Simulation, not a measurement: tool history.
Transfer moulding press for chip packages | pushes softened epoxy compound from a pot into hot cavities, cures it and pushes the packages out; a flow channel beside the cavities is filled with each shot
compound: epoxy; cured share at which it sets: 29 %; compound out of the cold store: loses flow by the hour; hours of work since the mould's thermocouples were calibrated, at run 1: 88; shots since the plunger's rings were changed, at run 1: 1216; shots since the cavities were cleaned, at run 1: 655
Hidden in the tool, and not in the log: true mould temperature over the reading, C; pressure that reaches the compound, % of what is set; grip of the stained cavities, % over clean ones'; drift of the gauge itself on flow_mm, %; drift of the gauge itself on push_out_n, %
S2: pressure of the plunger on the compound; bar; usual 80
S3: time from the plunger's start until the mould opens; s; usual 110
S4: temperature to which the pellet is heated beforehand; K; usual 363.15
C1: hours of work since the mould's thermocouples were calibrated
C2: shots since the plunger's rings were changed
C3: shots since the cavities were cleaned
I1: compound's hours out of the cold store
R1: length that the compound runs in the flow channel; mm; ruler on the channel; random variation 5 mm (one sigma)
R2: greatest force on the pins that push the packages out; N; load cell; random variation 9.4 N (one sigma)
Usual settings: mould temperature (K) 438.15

run 1 hour=0 | mould_temperature_(K)=438.15 S2=80 S3=110 S4=363.15 | C1=88 C2=1216 C3=655 | I1=33 | R1=896 R2=415
run 2 hour=14.3 | mould_temperature_(K)=438.15 S2=80.1 S3=110 S4=363.15 | C1=94 C2=1320 C3=759 | I1=33.5 | R1=885 R2=429
-- hour=19.9 cavities cleaned with cleaning compound and waxed
run 3 hour=33.6 | mould_temperature_(K)=438.15 S2=80 S3=110 S4=363.15 | C1=102 C2=1451 C3=101 | I1=15.2 | R1=941 R2=423
run 4 hour=44.7 | mould_temperature_(K)=438.15 S2=80 S3=110 S4=363.15 | C1=106 C2=1532 C3=182 | I1=16.2 | R1=944 R2=422
run 5 hour=66.6 | mould_temperature_(K)=431.15 S2=80 S3=110 S4=363.15 | C1=116 C2=1692 C3=342 | I1=28.2 | R1=917 R2=568
run 6 hour=87.2 | mould_temperature_(K)=438.15 S2=80 S3=110 S4=363.15 | C1=125 C2=1843 C3=493 | I1=32.7 | R1=904 R2=433
run 7 hour=108.6 | mould_temperature_(K)=438.15 S2=80 S3=110 S4=356.15 | C1=134 C2=1999 C3=649 | I1=28.7 | R1=915 R2=439
-- hour=129.5 cavities cleaned with cleaning compound and waxed
run 8 hour=130.4 | mould_temperature_(K)=438.15 S2=80 S3=110 S4=356.15 | C1=143 C2=2148 C3=7 | I1=17.9 | R1=935 R2=431
run 9 hour=142.5 | mould_temperature_(K)=438.15 S2=80 S3=110 S4=356.15 | C1=149 C2=2236 C3=95 | I1=34.6 | R1=897 R2=420
run 10 hour=155.8 | mould_temperature_(K)=438.15 S2=80 S3=110 S4=356.15 | C1=154 C2=2334 C3=193 | I1=13.2 | R1=953 R2=422
run 11 hour=169.6 | mould_temperature_(K)=438.15 S2=80 S3=110 S4=356.15 | C1=160 C2=2435 C3=294 | I1=44 | R1=858 R2=439
run 12 hour=181.4 | mould_temperature_(K)=438.15 S2=92.6 S3=110 S4=363.15 | C1=166 C2=2521 C3=380 | I1=22 | R1=989 R2=419
run 13 hour=206.4 | mould_temperature_(K)=438.15 S2=92.6 S3=110 S4=363.15 | C1=177 C2=2704 C3=563 | I1=10.9 | R1=1023 R2=438
run 14 hour=222.9 | mould_temperature_(K)=438.15 S2=92.6 S3=110 S4=363.15 | C1=184 C2=2825 C3=684 | I1=40.9 | R1=936 R2=417
-- hour=239.4 cavities cleaned with cleaning compound and waxed
run 15 hour=245.8 | mould_temperature_(K)=444.15 S2=92.6 S3=142 S4=363.15 | C1=193 C2=2982 C3=48 | I1=20.2 | R1=983 R2=397
-- hour=263.9 plunger's sealing rings changed
run 16 hour=265 | mould_temperature_(K)=445.15 S2=92.1 S3=110 S4=353.15 | C1=200 C2=8 C3=170 | I1=35.2 | R1=938 R2=391
run 17 hour=275.5 | mould_temperature_(K)=435.15 S2=80.9 S3=138 S4=366.15 | C1=205 C2=84 C3=246 | I1=18.6 | R1=944 R2=414
run 18 hour=298 | mould_temperature_(K)=435.15 S2=64.8 S3=136 S4=355.15 | C1=215 C2=249 C3=411 | I1=11.8 | R1=869 R2=426
run 19 hour=312.7 | mould_temperature_(K)=436.15 S2=80 S3=110 S4=363.15 | C1=221 C2=357 C3=519 | I1=9.3 | R1=974 R2=447
run 20 hour=337.2 | mould_temperature_(K)=438.15 S2=80 S3=124 S4=354.15 | C1=232 C2=536 C3=698 | I1=47.6 | R1=852 R2=408
-- hour=351.5 cavities cleaned with cleaning compound and waxed
run 21 hour=361.4 | mould_temperature_(K)=438.15 S2=80 S3=124 S4=354.15 | C1=242 C2=702 C3=72 | I1=27 | R1=916 R2=389
run 22 hour=384.6 | mould_temperature_(K)=445.15 S2=76.1 S3=118 S4=369.15 | C1=252 C2=872 C3=242 | I1=28.2 | R1=868 R2=395
run 23 hour=396.8 | mould_temperature_(K)=439.15 S2=85.3 S3=132 S4=369.15 | C1=257 C2=961 C3=331 | I1=37.9 | R1=901 R2=404
run 24 hour=420.5 | mould_temperature_(K)=439.15 S2=84.2 S3=132 S4=369.15 | C1=268 C2=1134 C3=504 | I1=9.1 | R1=993 R2=415
run 25 hour=435.3 | mould_temperature_(K)=434.15 S2=80 S3=126 S4=362.15 | C1=274 C2=1243 C3=613 | I1=33.2 | R1=902 R2=430
run 26 hour=451.4 | mould_temperature_(K)=434.15 S2=74.1 S3=126 S4=362.15 | C1=281 C2=1360 C3=730 | I1=21.8 | R1=896 R2=436
-- hour=461.5 cavities cleaned with cleaning compound and waxed
run 27 hour=468.8 | mould_temperature_(K)=434.15 S2=74.1 S3=126 S4=362.15 | C1=288 C2=1477 C3=54 | I1=32.2 | R1=882 R2=409
run 28 hour=489.3 | mould_temperature_(K)=434.15 S2=74.1 S3=94 S4=372.15 | C1=297 C2=1627 C3=204 | I1=35.9 | R1=862 R2=617

Hidden state at the last listed run before each entry between runs and at the first one after, where it differs:
Between runs 2 and 3: cavities cleaned with cleaning compound and waxed (hour 19.9)
  pressure that reaches the compound, % of what is set: 99.91 -> 99.9; grip of the stained cavities, % over clean ones': 1.8 -> 0.4
Between runs 7 and 8: cavities cleaned with cleaning compound and waxed (hour 129.5)
  pressure that reaches the compound, % of what is set: 99.87 -> 99.86; grip of the stained cavities, % over clean ones': 1.6 -> 0.1
Between runs 14 and 15: cavities cleaned with cleaning compound and waxed (hour 239.4)
  pressure that reaches the compound, % of what is set: 99.82 -> 99.81; grip of the stained cavities, % over clean ones': 1.7 -> 0.2
Between runs 15 and 16: plunger's sealing rings changed (hour 263.9)
  pressure that reaches the compound, % of what is set: 99.81 -> 99.99; grip of the stained cavities, % over clean ones': 0.2 -> 0.6
Between runs 20 and 21: cavities cleaned with cleaning compound and waxed (hour 351.5)
  pressure that reaches the compound, % of what is set: 99.95 -> 99.94; grip of the stained cavities, % over clean ones': 1.7 -> 0.3
Between runs 26 and 27: cavities cleaned with cleaning compound and waxed (hour 461.5)
  pressure that reaches the compound, % of what is set: 99.9 -> 99.89; grip of the stained cavities, % over clean ones': 1.7 -> 0.2
